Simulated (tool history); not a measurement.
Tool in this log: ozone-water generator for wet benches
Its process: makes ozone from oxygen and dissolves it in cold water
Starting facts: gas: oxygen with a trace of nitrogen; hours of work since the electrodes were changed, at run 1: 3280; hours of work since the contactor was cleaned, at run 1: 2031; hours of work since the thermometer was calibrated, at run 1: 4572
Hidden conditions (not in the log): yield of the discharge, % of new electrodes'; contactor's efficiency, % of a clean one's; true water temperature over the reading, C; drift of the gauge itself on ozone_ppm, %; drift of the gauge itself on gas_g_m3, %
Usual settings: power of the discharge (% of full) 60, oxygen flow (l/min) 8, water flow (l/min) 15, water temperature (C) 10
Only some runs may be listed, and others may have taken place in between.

run,hour,power of the discharge (% of full),oxygen flow (l/min),water flow (l/min),water temperature (C),hours of work since the electrodes were changed,hours of work since the contactor was cleaned,hours of work since the thermometer was calibrated,dissolved ozone (ppm),ozone in the gas ahead of the water (g/m3)
1,0,60,8,15,10,3280,2031,4572,28.5,212.3
2,87.5,60,8,15,7,3360,2111,4653,29.6,211.6
3,134.1,58,8,15,10,3403,2154,4696,27.8,204.9
4,225.6,58,8,15,10,3488,2239,4780,27.5,207.4
5,299.4,58,8,15,10,3556,2307,4848,27.5,206.9
6,344.1,58,8,15,16,3597,2348,4890,24.7,207.1
7,410.9,58,8,15,16,3659,2410,4951,24.7,207.2
8,461.7,58,8,15,16,3705,2456,4998,24.8,207.3
9,564.2,58,8,15,16,3800,2551,5093,24.9,207.9
10,658.2,58,8,15,16,3887,2638,5179,24.7,204.2
11,755.7,60,7.3,12,10,3977,2728,5269,33,225.3
12,814.8,69,4.5,22,14,4031,2782,5324,23,337

Alternative continuations, all from the tool just after run 12; predict every row:
A,880,60,5.02,15,9,4091,2842,5384,?,?
B,880,42,4.55,13,10,4091,2842,5384,?,?
C,880,60,7.67,10,8,4091,2842,5384,?,?
D,880,82,8.68,22,14,4091,2842,5384,?,?
E,880,60,10.69,10,10,4091,2842,5384,?,?

run,dissolved ozone (ppm),ozone in the gas ahead of the water (g/m3)
A,30.3,282.2
B,26.4,234.4
C,38.2,216.5
D,25.1,250.5
E,33,177.7
Without the tool's hidden state the same runs would have given:
run,dissolved ozone (ppm),ozone in the gas ahead of the water (g/m3)
A,30.4,282.5
B,26.5,234.6
C,38.3,216.7
D,25.2,250.8
E,33.1,177.9
